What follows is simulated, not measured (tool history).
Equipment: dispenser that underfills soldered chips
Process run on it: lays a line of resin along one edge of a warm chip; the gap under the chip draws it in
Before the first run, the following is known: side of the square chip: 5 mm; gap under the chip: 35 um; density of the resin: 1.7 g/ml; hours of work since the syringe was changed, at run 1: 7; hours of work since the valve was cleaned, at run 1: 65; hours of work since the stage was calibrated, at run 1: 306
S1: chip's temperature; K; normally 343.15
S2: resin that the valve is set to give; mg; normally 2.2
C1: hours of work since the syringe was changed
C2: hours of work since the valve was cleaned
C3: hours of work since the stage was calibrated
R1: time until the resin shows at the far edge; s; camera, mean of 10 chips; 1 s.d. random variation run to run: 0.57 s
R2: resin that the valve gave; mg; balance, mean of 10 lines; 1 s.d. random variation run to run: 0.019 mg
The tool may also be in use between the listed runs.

| run | hour | S1 | S2 | C1 | C2 | C3 | R1 | R2 |
|---|---|---|---|---|---|---|---|---|
| 1 | 0 | 343.15 | 2.2 | 7 | 65 | 306 | 65.1 | 2.11 |
|  | 4.1 | new syringe of resin |
|  | 16.4 | new syringe of resin |
| 2 | 16.4 | 343.15 | 2.2 | 0 | 78 | 318 | 44.8 | 2.06 |
| 3 | 24.4 | 343.15 | 2.2 | 6 | 84 | 325 | 62.1 | 2.07 |
|  | 28.2 | new syringe of resin |
|  | 40.2 | dispensing valve cleaned and set on the balance |
| 4 | 40.6 | 343.15 | 2.2 | 9 | 0 | 336 | 70.7 | 2.2 |
|  | 42.3 | new syringe of resin |
| 5 | 49.8 | 343.15 | 2.2 | 6 | 7 | 343 | 61.8 | 2.18 |
|  | 54.3 | new syringe of resin |
|  | 66.6 | new syringe of resin |
| 6 | 66.6 | 343.15 | 2.2 | 0 | 20 | 356 | 45.6 | 2.19 |
| 7 | 76.7 | 343.15 | 2.2 | 8 | 28 | 364 | 68 | 2.16 |
|  | 78.5 | new syringe of resin |
| 8 | 86.6 | 343.15 | 2.2 | 6 | 36 | 372 | 62.6 | 2.1 |
|  | 91.6 | new syringe of resin |
| 9 | 97.6 | 343.15 | 2.53 | 5 | 44 | 380 | 55.5 | 2.45 |
|  | 103.8 | new syringe of resin |
| 10 | 113.8 | 343.15 | 2.53 | 8 | 56 | 392 | 64.2 | 2.45 |
|  | 116.4 | new syringe of resin |
| 11 | 124.9 | 343.15 | 2.53 | 7 | 65 | 401 | 64.2 | 2.41 |
|  | 129.6 | new syringe of resin |
| 12 | 135.2 | 343.15 | 1.98 | 4 | 73 | 409 | 58.3 | 1.85 |
|  | 142.2 | new syringe of resin |
| 13 | 144.7 | 343.15 | 1.98 | 2 | 80 | 416 | 51.8 | 1.88 |
|  | 154 | new syringe of resin |
| 14 | 161.5 | 343.15 | 2.2 | 6 | 93 | 429 | 61 | 2.01 |
|  | 164.9 | dispensing valve cleaned and set on the balance |
|  | 168 | new syringe of resin |
| 15 | 173.2 | 343.15 | 2.2 | 4 | 6 | 437 | 53.4 | 2.16 |
|  | 180.1 | new syringe of resin |
| 16 | 187.3 | 343.15 | 2.2 | 6 | 17 | 448 | 59.6 | 2.17 |
|  | 192.5 | new syringe of resin |
| 17 | 201.6 | 353.15 | 2.33 | 7 | 28 | 459 | 40.3 | 2.27 |
|  | 205.6 | new syringe of resin |
| 18 | 215.7 | 343.15 | 2.13 | 8 | 39 | 470 | 67.3 | 2.05 |
|  | 217.9 | new syringe of resin |
| 19 | 224.6 | 334.15 | 2.34 | 5 | 46 | 477 | 89.2 | 2.27 |
|  | 230.4 | new syringe of resin |
| 20 | 234.4 | 334.15 | 2.37 | 3 | 53 | 484 | 77.7 | 2.29 |
|  | 243.5 | new syringe of resin |
| 21 | 249.8 | 334.15 | 2.37 | 5 | 65 | 496 | 85.5 | 2.24 |
|  | 255.8 | new syringe of resin |
| 22 | 263.9 | 334.15 | 2.37 | 6 | 76 | 507 | 90.7 | 2.24 |
|  | 268.2 | new syringe of resin |
| 23 | 278.4 | 334.15 | 2.37 | 8 | 87 | 518 | 101.8 | 2.23 |
|  | 280 | new syringe of resin |
| 24 | 288.3 | 334.15 | 2.37 | 6 | 95 | 525 | 95 | 2.18 |
|  | 290.4 | dispensing valve cleaned and set on the balance |
|  | 293.5 | new syringe of resin |
| 25 | 299.5 | 347.15 | 2.28 | 5 | 7 | 533 | 44.7 | 2.26 |
|  | 306.4 | new syringe of resin |
| 26 | 310.1 | 347.15 | 2.28 | 3 | 15 | 541 | 41.2 | 2.24 |
|  | 318.4 | new syringe of resin |
| 27 | 322.2 | 347.15 | 2.56 | 3 | 24 | 550 | 40.6 | 2.55 |
|  | 330.2 | new syringe of resin |
| 28 | 330.2 | 334.15 | 2.19 | 0 | 30 | 557 | 67.1 | 2.13 |

3 options for the next run, each taken on its own from the tool as it stands now. Forecast them:
|  | 342.9 | new syringe of resin |
| A | 342.9 | 334.15 | 2.43 | 0 | 40 | 566 | ? | ? |
|  | 342.9 | new syringe of resin |
| B | 342.9 | 352.15 | 2.08 | 0 | 40 | 566 | ? | ? |
|  | 342.9 | new syringe of resin |
| C | 342.9 | 352.15 | 1.97 | 0 | 40 | 566 | ? | ? |

| run | R1 | R2 |
|---|---|---|
| A | 65.4 | 2.37 |
| B | 29.6 | 2.02 |
| C | 29.4 | 1.9 |
Had the tool no hidden state, the same runs would have come out as:
| run | R1 | R2 |
|---|---|---|
| A | 73.6 | 2.44 |
| B | 32.7 | 2.08 |
| C | 32.5 | 1.96 |

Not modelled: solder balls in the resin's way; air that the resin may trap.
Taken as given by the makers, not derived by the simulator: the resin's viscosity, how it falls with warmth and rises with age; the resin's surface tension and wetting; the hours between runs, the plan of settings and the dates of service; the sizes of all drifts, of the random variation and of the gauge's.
